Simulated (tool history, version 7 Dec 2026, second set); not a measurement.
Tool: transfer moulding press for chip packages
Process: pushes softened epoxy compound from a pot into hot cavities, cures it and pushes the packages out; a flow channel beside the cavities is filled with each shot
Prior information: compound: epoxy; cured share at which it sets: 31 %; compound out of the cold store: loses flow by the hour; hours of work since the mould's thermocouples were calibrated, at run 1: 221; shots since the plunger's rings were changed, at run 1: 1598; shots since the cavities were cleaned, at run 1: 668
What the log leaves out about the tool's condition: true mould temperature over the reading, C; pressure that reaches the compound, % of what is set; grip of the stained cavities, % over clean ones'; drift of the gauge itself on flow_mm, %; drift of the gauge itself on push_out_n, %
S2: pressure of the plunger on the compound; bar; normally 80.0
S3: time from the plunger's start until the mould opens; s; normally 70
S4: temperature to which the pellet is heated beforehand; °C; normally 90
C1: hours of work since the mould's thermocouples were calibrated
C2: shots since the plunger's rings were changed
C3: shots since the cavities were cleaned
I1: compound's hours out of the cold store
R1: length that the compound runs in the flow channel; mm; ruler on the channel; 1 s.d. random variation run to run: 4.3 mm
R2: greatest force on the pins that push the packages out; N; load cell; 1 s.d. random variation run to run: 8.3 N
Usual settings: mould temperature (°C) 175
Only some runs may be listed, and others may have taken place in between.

Run 1, hour 0.0: usual settings; C1 221; C2 1598; C3 668; I1 15.6. Result: R1 594 mm, R2 557 N.
At hour 7.8: cavities cleaned with cleaning compound and waxed.
Run 2, hour 16.4: usual settings; C1 229; C2 1791; C3 111; I1 35.3. Result: R1 570 mm, R2 420 N.
Run 3, hour 22.6: usual settings but S3 82 s; C1 233; C2 1873; C3 193; I1 26.1. Result: R1 577 mm, R2 352 N.
Run 4, hour 37.0: usual settings; C1 241; C2 2060; C3 380; I1 18.5. Result: R1 585 mm, R2 504 N.
Run 5, hour 46.1: usual settings; C1 246; C2 2178; C3 498; I1 22.0. Result: R1 581 mm, R2 536 N.
Run 6, hour 59.6: usual settings; C1 254; C2 2354; C3 674; I1 27.1. Result: R1 571 mm, R2 580 N.
At hour 67.0: cavities cleaned with cleaning compound and waxed.
Run 7, hour 68.4: usual settings but S2 83.2 bar; C1 258; C2 2449; C3 18; I1 16.3. Result: R1 588 mm, R2 392 N.
Run 8, hour 76.6: usual settings but S2 83.2 bar; C1 263; C2 2555; C3 124; I1 22.8. Result: R1 593 mm, R2 445 N.
Run 9, hour 89.3: usual settings but S2 83.2 bar; C1 270; C2 2720; C3 289; I1 13.5. Result: R1 598 mm, R2 486 N.
Run 10, hour 100.5: usual settings; C1 277; C2 2866; C3 435; I1 32.3. Result: R1 557 mm, R2 511 N.
At hour 114.8: plunger's sealing rings changed.
Run 11, hour 115.5: usual settings; C1 284; C2 9; C3 598; I1 31.8. Result: R1 584 mm, R2 543 N.
At hour 128.6: cavities cleaned with cleaning compound and waxed.
Run 12, hour 131.5: usual settings; C1 292; C2 198; C3 37; I1 9.2. Result: R1 612 mm, R2 415 N.
Run 13, hour 143.8: usual settings; C1 299; C2 358; C3 197; I1 22.5. Result: R1 589 mm, R2 456 N.
Run 14, hour 155.6: usual settings but S3 73 s; C1 306; C2 512; C3 351; I1 18.0. Result: R1 597 mm, R2 462 N.
Run 15, hour 162.5: usual settings but S3 73 s; C1 310; C2 602; C3 441; I1 31.8. Result: R1 581 mm, R2 468 N.
Run 16, hour 169.8: usual settings but S3 53 s, S4 87 °C; C1 314; C2 697; C3 536; I1 43.5. Result: R1 556 mm, R2 1123 N.
Run 17, hour 176.7: usual settings but S2 97.3 bar, S3 58 s, S4 87 °C; C1 318; C2 786; C3 625; I1 47.8. Result: R1 608 mm, R2 895 N.
Run 18, hour 184.9: usual settings but S2 62.9 bar, S3 58 s, S4 99 °C; C1 323; C2 893; C3 732; I1 27.1. Result: R1 516 mm, R2 888 N.
At hour 188.1: cavities cleaned with cleaning compound and waxed.
Run 19, hour 193.2: usual settings but S2 95.5 bar, S3 58 s, S4 93 °C; C1 326; C2 981; C3 66; I1 39.6. Result: R1 614 mm, R2 654 N.
Run 20, hour 207.9: usual settings but S2 64.1 bar, S3 55 s; C1 335; C2 1173; C3 258; I1 17.2. Result: R1 521 mm, R2 922 N.
Run 21, hour 222.9: usual settings but S2 64.1 bar, S3 55 s; C1 343; C2 1368; C3 453; I1 26.8. Result: R1 517 mm, R2 1015 N.
Run 22, hour 233.7: usual settings but S2 69.0 bar, S3 67 s; C1 350; C2 1509; C3 594; I1 14.1. Result: R1 547 mm, R2 602 N.
Run 23, hour 242.5: usual settings but S2 80.3 bar, S4 99 °C; C1 355; C2 1623; C3 708; I1 31.2. Result: R1 568 mm, R2 533 N.
At hour 247.6: cavities cleaned with cleaning compound and waxed.
Run 24, hour 259.4: usual settings but mould temperature (°C) 170; C1 363; C2 1824; C3 154; I1 18.4. Result: R1 596 mm, R2 622 N.
Run 25, hour 269.1: usual settings but mould temperature (°C) 170; C1 369; C2 1950; C3 280; I1 43.2. Result: R1 560 mm, R2 621 N.
Run 26, hour 283.7: usual settings but mould temperature (°C) 176, S4 88 °C; C1 377; C2 2139; C3 469; I1 12.9. Result: R1 588 mm, R2 495 N.
Run 27, hour 291.9: usual settings but S3 72 s; C1 382; C2 2247; C3 577; I1 42.0. Result: R1 551 mm, R2 501 N.
Run 28, hour 298.7: usual settings but S3 72 s; C1 386; C2 2335; C3 665; I1 18.4. Result: R1 588 mm, R2 534 N.
At hour 306.6: cavities cleaned with cleaning compound and waxed.
Run 29, hour 307.5: usual settings but S3 72 s; C1 390; C2 2430; C3 11; I1 47.7. Result: R1 549 mm, R2 347 N.

Here are 3 independent what-if runs from the current tool condition. What would each one return?
At hour 310.7: mould's thermocouples calibrated.
Run A, hour 321.0: usual settings but S4 81 °C; C1 6; C2 2580; C3 161; I1 28.5. Result: R1 ?, R2 ?.
At hour 310.7: mould's thermocouples calibrated.
Run B, hour 321.0: usual settings but S3 83 s, S4 99 °C; C1 6; C2 2580; C3 161; I1 19.5. Result: R1 ?, R2 ?.
At hour 310.7: mould's thermocouples calibrated.
Run C, hour 321.0: usual settings but mould temperature (°C) 174, S3 57 s, S4 94 °C; C1 6; C2 2580; C3 161; I1 32.7. Result: R1 ?, R2 ?.

run   R1   R2
  A  568  417
  B  575  327
  C  564  760
With no hidden state in the tool, these same runs would have given:
run   R1   R2
  A  589  364
  B  597  285
  C  585  666
